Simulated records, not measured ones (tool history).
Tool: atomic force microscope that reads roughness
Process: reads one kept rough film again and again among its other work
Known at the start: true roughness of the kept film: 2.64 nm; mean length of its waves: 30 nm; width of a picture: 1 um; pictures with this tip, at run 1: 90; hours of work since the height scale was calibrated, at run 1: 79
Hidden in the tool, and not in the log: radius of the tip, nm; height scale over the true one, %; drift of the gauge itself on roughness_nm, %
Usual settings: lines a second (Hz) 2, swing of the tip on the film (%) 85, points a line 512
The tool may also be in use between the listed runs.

| run | day | lines a second (Hz) | swing of the tip on the film (%) | points a line | pictures with this tip | hours of work since the height scale was calibrated | roughness of the kept film (nm (root mean square)) |
|---|---|---|---|---|---|---|---|
| 1 | 0 | 2 | 85 | 512 | 90 | 79 | 2.001 |
| 2 | 0.9 | 2 | 65 | 512 | 124 | 93 | 2.158 |
| 3 | 2.692 | 2 | 85 | 512 | 192 | 120 | 1.907 |
| 4 | 4.662 | 2 | 85 | 512 | 267 | 150 | 1.85 |
| 5 | 6.104 | 2 | 85 | 512 | 322 | 172 | 1.822 |
| 6 | 7.392 | 2 | 85 | 512 | 371 | 191 | 1.789 |
|  | 7.738 | new tip fitted |
| 7 | 8.742 | 2 | 85 | 512 | 39 | 211 | 2.056 |
| 8 | 9.771 | 2 | 85 | 512 | 78 | 227 | 2.051 |
| 9 | 11.233 | 2 | 85 | 512 | 134 | 249 | 1.98 |
| 10 | 12.45 | 2 | 85 | 512 | 180 | 267 | 1.947 |
| 11 | 14.067 | 2 | 85 | 401 | 241 | 292 | 1.893 |
| 12 | 15.746 | 2 | 85 | 512 | 305 | 317 | 1.847 |
| 13 | 17.471 | 0.72 | 85 | 512 | 371 | 343 | 1.953 |
|  | 17.846 | new tip fitted |
| 14 | 18.662 | 0.72 | 85 | 512 | 31 | 361 | 2.284 |
| 15 | 20.142 | 0.72 | 85 | 512 | 88 | 384 | 2.183 |
| 16 | 21.525 | 2 | 85 | 512 | 140 | 405 | 1.979 |
| 17 | 23.204 | 2 | 85 | 512 | 204 | 430 | 1.905 |
| 18 | 24.992 | 2 | 85 | 512 | 272 | 457 | 1.856 |
| 19 | 26.792 | 2 | 75 | 512 | 341 | 484 | 1.898 |
|  | 27.946 | new tip fitted |
| 20 | 28.388 | 2 | 75 | 512 | 17 | 508 | 2.164 |
| 21 | 29.667 | 2 | 85 | 512 | 65 | 528 | 2.031 |
| 22 | 30.867 | 2 | 85 | 512 | 111 | 546 | 2.007 |
| 23 | 32.775 | 2 | 85 | 512 | 184 | 575 | 1.936 |
| 24 | 34.054 | 2 | 85 | 512 | 232 | 594 | 1.894 |
| 25 | 34.933 | 2 | 85 | 332 | 266 | 607 | 1.855 |
| 26 | 36.788 | 2 | 85 | 332 | 336 | 635 | 1.803 |
|  | 38.05 | new tip fitted |
| 27 | 38.279 | 2 | 85 | 332 | 8 | 658 | 2.088 |
| 28 | 39.888 | 1.38 | 85 | 345 | 70 | 682 | 2.102 |
|  | 40.038 | height scale calibrated on a step standard |
| 29 | 41.012 | 0.95 | 58 | 403 | 111 | 15 | 2.264 |
| 30 | 42.421 | 0.95 | 68 | 403 | 164 | 36 | 2.164 |
| 31 | 44.246 | 0.61 | 59 | 418 | 234 | 64 | 2.148 |
|  | 45.479 | height scale calibrated on a step standard, once more |
| 32 | 45.571 | 0.61 | 59 | 418 | 283 | 1 | 2.106 |
| 33 | 47.025 | 0.6 | 80 | 321 | 338 | 23 | 2.013 |
| 34 | 48.188 | 2.75 | 85 | 317 | 382 | 41 | 1.686 |
|  | 48.321 | new tip fitted |
| 35 | 49.742 | 3.65 | 60 | 915 | 54 | 64 | 2.217 |
| 36 | 51.108 | 0.98 | 58 | 915 | 106 | 85 | 2.234 |
| 37 | 52.508 | 0.98 | 58 | 915 | 160 | 106 | 2.23 |
| 38 | 54.3 | 2.37 | 85 | 512 | 228 | 133 | 1.843 |
| 39 | 55.883 | 2.37 | 85 | 512 | 288 | 157 | 1.795 |
| 40 | 57.688 | 2.57 | 87 | 306 | 357 | 185 | 1.698 |
|  | 58.467 | new tip fitted |
| 41 | 58.667 | 2.57 | 87 | 306 | 7 | 199 | 1.961 |
| 42 | 60.475 | 1.01 | 85 | 512 | 76 | 226 | 2.164 |
| 43 | 62.012 | 2.42 | 72 | 548 | 135 | 250 | 2.078 |
| 44 | 63.992 | 2.42 | 72 | 548 | 210 | 280 | 2.002 |
| 45 | 64.929 | 2.42 | 72 | 548 | 246 | 294 | 1.971 |
| 46 | 66.358 | 1.09 | 89 | 266 | 300 | 316 | 1.892 |
| 47 | 68.042 | 0.67 | 89 | 266 | 364 | 341 | 1.922 |
|  | 68.629 | new tip fitted |
| 48 | 69.267 | 2 | 65 | 512 | 24 | 359 | 2.278 |
| 49 | 71.092 | 2 | 55 | 512 | 93 | 387 | 2.266 |
| 50 | 72.746 | 0.8 | 78 | 272 | 156 | 412 | 2.167 |
| 51 | 73.871 | 0.8 | 78 | 272 | 199 | 429 | 2.109 |
| 52 | 75.504 | 0.93 | 78 | 996 | 261 | 454 | 2.077 |

Forecast each of these 3 alternatives for the next run:
| A | 76.529 | 0.93 | 63 | 996 | 300 | 469 | ? |
| B | 76.529 | 0.7 | 62 | 429 | 300 | 469 | ? |
| C | 76.529 | 3.92 | 85 | 509 | 300 | 469 | ? |

| run | roughness of the kept film (nm (root mean square)) |
|---|---|
| A | 2.093 |
| B | 2.092 |
| C | 1.658 |
Without the tool's hidden state the same runs would have given:
| run | roughness of the kept film (nm (root mean square)) |
|---|---|
| A | 2.386 |
| B | 2.384 |
| C | 1.89 |
